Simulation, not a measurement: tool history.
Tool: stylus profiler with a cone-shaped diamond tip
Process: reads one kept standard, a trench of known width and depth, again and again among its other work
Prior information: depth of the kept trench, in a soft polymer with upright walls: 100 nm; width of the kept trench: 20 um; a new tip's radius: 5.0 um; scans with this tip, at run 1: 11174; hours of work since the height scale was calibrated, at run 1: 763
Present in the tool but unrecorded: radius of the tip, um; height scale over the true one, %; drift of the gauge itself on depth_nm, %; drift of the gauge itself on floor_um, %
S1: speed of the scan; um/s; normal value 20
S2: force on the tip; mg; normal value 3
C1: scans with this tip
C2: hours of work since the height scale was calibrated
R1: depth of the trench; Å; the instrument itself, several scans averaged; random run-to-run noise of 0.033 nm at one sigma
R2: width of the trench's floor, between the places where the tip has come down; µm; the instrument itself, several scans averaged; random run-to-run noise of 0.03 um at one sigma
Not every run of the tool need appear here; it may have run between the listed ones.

| run | hour | S1 | S2 | C1 | C2 | R1 | R2 |
|---|---|---|---|---|---|---|---|
| 1 | 0 | 20 | 3 | 11174 | 763 | 1008 | 17.82 |
| 2 | 20.1 | 20 | 3 | 11379 | 777 | 1007.7 | 17.88 |
| 3 | 35.9 | 20 | 3 | 11539 | 788 | 1008.4 | 17.9 |
| 4 | 50.6 | 20 | 1 | 11688 | 798 | 1003.6 | 17.79 |
| 5 | 65.8 | 14 | 3 | 11843 | 809 | 1008 | 17.95 |
| 6 | 85.8 | 20 | 3 | 12046 | 823 | 1008.1 | 17.85 |
| 7 | 100.3 | 20 | 3 | 12193 | 833 | 1007.8 | 17.9 |
| 8 | 109.7 | 20 | 3 | 12288 | 839 | 1007.6 | 17.9 |
| 9 | 125.9 | 41 | 3 | 12452 | 850 | 1008.4 | 17.76 |
| 10 | 141.5 | 51 | 3 | 12611 | 861 | 1007.9 | 17.67 |
| 11 | 150.7 | 20 | 3 | 12704 | 868 | 1007.6 | 17.89 |
| 12 | 163.7 | 67 | 3 | 12836 | 877 | 1008.7 | 17.6 |
| 13 | 179.4 | 26 | 7.76 | 12996 | 888 | 1015.8 | 17.87 |
| 14 | 190.2 | 30 | 2.36 | 13106 | 895 | 1007.1 | 17.77 |
| 15 | 201.9 | 20 | 2.49 | 13224 | 903 | 1006.9 | 17.88 |
| 16 | 217.2 | 38 | 2.33 | 13380 | 914 | 1007.2 | 17.76 |
| 17 | 230.9 | 38 | 2.33 | 13519 | 923 | 1007.1 | 17.77 |
| 18 | 245.1 | 38 | 2.33 | 13663 | 933 | 1006.7 | 17.73 |
| 19 | 254.3 | 60 | 5.33 | 13756 | 940 | 1012.2 | 17.74 |
| 20 | 268.6 | 18 | 6.91 | 13901 | 949 | 1014 | 17.91 |
| 21 | 280.3 | 60 | 1.18 | 14020 | 958 | 1004.1 | 17.48 |
| 22 | 298.4 | 60 | 1.18 | 14204 | 970 | 1005.1 | 17.49 |
| 23 | 307.7 | 12 | 7.11 | 14298 | 977 | 1015 | 17.93 |

Here are 4 independent what-if runs from the current tool condition. What would each one return?
| A | 327.4 | 6 | 3.89 | 14498 | 990 | ? | ? |
| B | 327.4 | 20 | 6.63 | 14498 | 990 | ? | ? |
| C | 327.4 | 5 | 1.93 | 14498 | 990 | ? | ? |
| D | 327.4 | 9 | 5.3 | 14498 | 990 | ? | ? |

| run | R1 | R2 |
|---|---|---|
| A | 1009.6 | 17.96 |
| B | 1013.8 | 17.93 |
| C | 1005.8 | 17.94 |
| D | 1011.6 | 17.92 |
Without the tool's unlogged condition, the same runs would have read:
| run | R1 | R2 |
|---|---|---|
| A | 1009.6 | 17.99 |
| B | 1013.7 | 17.96 |
| C | 1005.8 | 17.97 |
| D | 1011.6 | 17.95 |

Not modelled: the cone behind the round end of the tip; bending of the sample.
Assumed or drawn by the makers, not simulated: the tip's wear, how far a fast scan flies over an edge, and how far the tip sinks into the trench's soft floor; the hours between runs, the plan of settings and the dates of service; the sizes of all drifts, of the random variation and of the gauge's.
